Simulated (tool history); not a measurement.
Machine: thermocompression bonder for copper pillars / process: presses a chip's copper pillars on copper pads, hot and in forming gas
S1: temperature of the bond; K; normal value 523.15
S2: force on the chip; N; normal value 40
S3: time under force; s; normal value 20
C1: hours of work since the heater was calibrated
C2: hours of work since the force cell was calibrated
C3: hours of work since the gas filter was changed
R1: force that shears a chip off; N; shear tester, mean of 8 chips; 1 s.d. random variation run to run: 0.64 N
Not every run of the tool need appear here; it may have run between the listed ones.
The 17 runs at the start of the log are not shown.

{"run": 18, "hour": 130.1, "S1": 523.15, "S2": 40, "S3": 20, "C1": 158, "C2": 24, "C3": 115, "R1": 45.3}
{"run": 19, "hour": 137.0, "S1": 523.15, "S2": 40, "S3": 20, "C1": 163, "C2": 29, "C3": 120, "R1": 45.4}
{"run": 20, "hour": 144.9, "S1": 547.15, "S2": 56, "S3": 49, "C1": 169, "C2": 35, "C3": 126, "R1": 77.5}
{"hour": 152.6, "done": "force cell calibrated, once more"}
{"run": 21, "hour": 155.7, "S1": 503.15, "S2": 39, "S3": 44, "C1": 176, "C2": 2, "C3": 133, "R1": 44.2}
{"run": 22, "hour": 162.1, "S1": 538.15, "S2": 40, "S3": 48, "C1": 180, "C2": 7, "C3": 137, "R1": 63.7}
{"run": 23, "hour": 171.2, "S1": 500.15, "S2": 60, "S3": 20, "C1": 187, "C2": 14, "C3": 144, "R1": 48.4}
{"run": 24, "hour": 179.7, "S1": 500.15, "S2": 60, "S3": 20, "C1": 193, "C2": 20, "C3": 150, "R1": 47.7}
{"run": 25, "hour": 187.3, "S1": 545.15, "S2": 40, "S3": 20, "C1": 199, "C2": 25, "C3": 156, "R1": 57.5}
{"run": 26, "hour": 197.7, "S1": 511.15, "S2": 27, "S3": 20, "C1": 206, "C2": 33, "C3": 163, "R1": 24}
{"run": 27, "hour": 202.4, "S1": 551.15, "S2": 27, "S3": 30, "C1": 209, "C2": 36, "C3": 166, "R1": 49.4}
{"run": 28, "hour": 210.1, "S1": 540.15, "S2": 36, "S3": 29, "C1": 215, "C2": 42, "C3": 172, "R1": 54.2}
{"run": 29, "hour": 216.2, "S1": 506.15, "S2": 35, "S3": 17, "C1": 219, "C2": 46, "C3": 176, "R1": 28.2}
{"run": 30, "hour": 223.8, "S1": 506.15, "S2": 35, "S3": 17, "C1": 225, "C2": 52, "C3": 182, "R1": 27.3}
{"run": 31, "hour": 232.7, "S1": 506.15, "S2": 35, "S3": 17, "C1": 231, "C2": 58, "C3": 188, "R1": 28.1}
{"run": 32, "hour": 242.3, "S1": 512.15, "S2": 40, "S3": 21, "C1": 238, "C2": 65, "C3": 195, "R1": 37.8}
{"run": 33, "hour": 248.2, "S1": 542.15, "S2": 29, "S3": 21, "C1": 243, "C2": 69, "C3": 200, "R1": 41.5}
{"run": 34, "hour": 259.1, "S1": 523.15, "S2": 29, "S3": 20, "C1": 251, "C2": 77, "C3": 208, "R1": 30.9}
{"run": 35, "hour": 265.0, "S1": 523.15, "S2": 37, "S3": 10, "C1": 255, "C2": 82, "C3": 212, "R1": 31.4}
{"run": 36, "hour": 273.2, "S1": 523.15, "S2": 37, "S3": 10, "C1": 261, "C2": 88, "C3": 218, "R1": 31.5}

Each row is a separate what-if for the run after 36, all from the same tool condition, not one after another. Results?
{"run": "A", "hour": 284.0, "S1": 528.15, "S2": 26, "S3": 19, "C1": 269, "C2": 95, "C3": 226, "R1": "?"}
{"run": "B", "hour": 284.0, "S1": 523.15, "S2": 37, "S3": 12, "C1": 269, "C2": 95, "C3": 226, "R1": "?"}
{"run": "C", "hour": 284.0, "S1": 538.15, "S2": 40, "S3": 28, "C1": 269, "C2": 95, "C3": 226, "R1": "?"}

run=A R1=30.2
run=B R1=33.1
run=C R1=54.8
Without the tool's unlogged condition, the same runs would have read:
run=A R1=35.4
run=B R1=38.9
run=C R1=63

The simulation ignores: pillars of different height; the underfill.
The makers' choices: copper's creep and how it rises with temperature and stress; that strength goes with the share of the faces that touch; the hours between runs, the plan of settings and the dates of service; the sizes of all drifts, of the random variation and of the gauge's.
